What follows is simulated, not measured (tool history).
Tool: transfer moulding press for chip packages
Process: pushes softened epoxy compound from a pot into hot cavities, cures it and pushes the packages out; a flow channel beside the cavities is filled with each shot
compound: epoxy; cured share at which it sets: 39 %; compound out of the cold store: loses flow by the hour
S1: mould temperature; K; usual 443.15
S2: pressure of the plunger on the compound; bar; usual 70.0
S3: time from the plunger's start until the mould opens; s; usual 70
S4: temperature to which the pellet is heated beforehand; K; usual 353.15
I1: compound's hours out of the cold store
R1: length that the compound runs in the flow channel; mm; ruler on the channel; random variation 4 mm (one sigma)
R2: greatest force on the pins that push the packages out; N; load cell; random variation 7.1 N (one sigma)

| run | hour | S1 | S2 | S3 | S4 | I1 | R1 | R2 |
|---|---|---|---|---|---|---|---|---|
| 1 | 0.0 | 443.15 | 70.0 | 70 | 353.15 | 28.6 | 674 | 288 |
| 2 | 6.6 | 443.15 | 70.0 | 70 | 353.15 | 29.2 | 670 | 275 |
| 3 | 16.7 | 443.15 | 70.0 | 70 | 353.15 | 47.4 | 605 | 275 |
| 4 | 22.1 | 443.15 | 70.0 | 70 | 353.15 | 29.6 | 672 | 285 |
|  | 27.7 | cavities cleaned with cleaning compound and waxed |
| 5 | 30.3 | 449.15 | 70.0 | 70 | 353.15 | 19.3 | 689 | 254 |
| 6 | 38.9 | 443.15 | 70.0 | 70 | 353.15 | 9.0 | 757 | 306 |
| 7 | 44.9 | 443.15 | 70.0 | 70 | 353.15 | 47.8 | 609 | 275 |
| 8 | 52.7 | 443.15 | 70.0 | 70 | 353.15 | 13.9 | 730 | 286 |
| 9 | 62.7 | 443.15 | 70.0 | 70 | 353.15 | 8.6 | 757 | 291 |
| 10 | 70.7 | 443.15 | 70.0 | 70 | 353.15 | 41.9 | 626 | 289 |
|  | 74.4 | cavities cleaned with cleaning compound and waxed |
| 11 | 76.4 | 443.15 | 70.0 | 70 | 353.15 | 40.9 | 625 | 279 |
| 12 | 82.8 | 443.15 | 70.0 | 70 | 353.15 | 21.7 | 702 | 284 |
| 13 | 89.3 | 443.15 | 70.0 | 70 | 353.15 | 42.1 | 628 | 284 |
| 14 | 94.6 | 443.15 | 70.0 | 70 | 353.15 | 41.4 | 626 | 287 |
| 15 | 101.9 | 446.15 | 70.0 | 70 | 353.15 | 25.8 | 671 | 260 |
| 16 | 106.7 | 435.15 | 52.0 | 70 | 353.15 | 42.9 | 559 | 464 |
|  | 116.4 | plunger's sealing rings changed |
| 17 | 119.0 | 440.15 | 52.0 | 78 | 354.15 | 41.6 | 551 | 287 |
|  | 123.3 | cavities cleaned with cleaning compound and waxed |
| 18 | 125.5 | 440.15 | 52.0 | 78 | 354.15 | 48.0 | 537 | 273 |
| 19 | 131.5 | 444.15 | 70.0 | 105 | 353.15 | 42.4 | 628 | 245 |
| 20 | 138.9 | 437.15 | 73.0 | 53 | 358.15 | 15.3 | 764 | 789 |
| 21 | 146.5 | 444.15 | 70.0 | 108 | 357.15 | 22.4 | 693 | 254 |
| 22 | 155.5 | 443.15 | 74.0 | 70 | 352.15 | 31.3 | 683 | 293 |
| 23 | 161.2 | 446.15 | 70.0 | 70 | 350.15 | 28.0 | 673 | 265 |
| 24 | 166.6 | 446.15 | 70.0 | 70 | 350.15 | 35.0 | 636 | 263 |
|  | 170.3 | cavities cleaned with cleaning compound and waxed |
| 25 | 173.5 | 446.15 | 70.0 | 70 | 350.15 | 25.2 | 680 | 267 |
| 26 | 177.9 | 439.15 | 83.3 | 70 | 353.15 | 41.1 | 693 | 330 |
| 27 | 188.0 | 436.15 | 83.3 | 101 | 360.15 | 21.5 | 795 | 268 |
| 28 | 196.6 | 436.15 | 83.3 | 101 | 360.15 | 35.9 | 725 | 265 |

3 ways to go on from here, each from the tool as it stands after run 28. What would each give?
| A | 204.7 | 443.15 | 60.3 | 56 | 353.15 | 17.7 | ? | ? |
| B | 204.7 | 443.15 | 66.0 | 69 | 353.15 | 30.7 | ? | ? |
| C | 204.7 | 439.15 | 84.8 | 70 | 353.15 | 11.1 | ? | ? |

| run | R1 | R2 |
|---|---|---|
| A | 664 | 460 |
| B | 647 | 291 |
| C | 839 | 383 |
Without the tool's hidden state the same runs would have given:
| run | R1 | R2 |
|---|---|---|
| A | 664 | 454 |
| B | 647 | 287 |
| C | 840 | 378 |
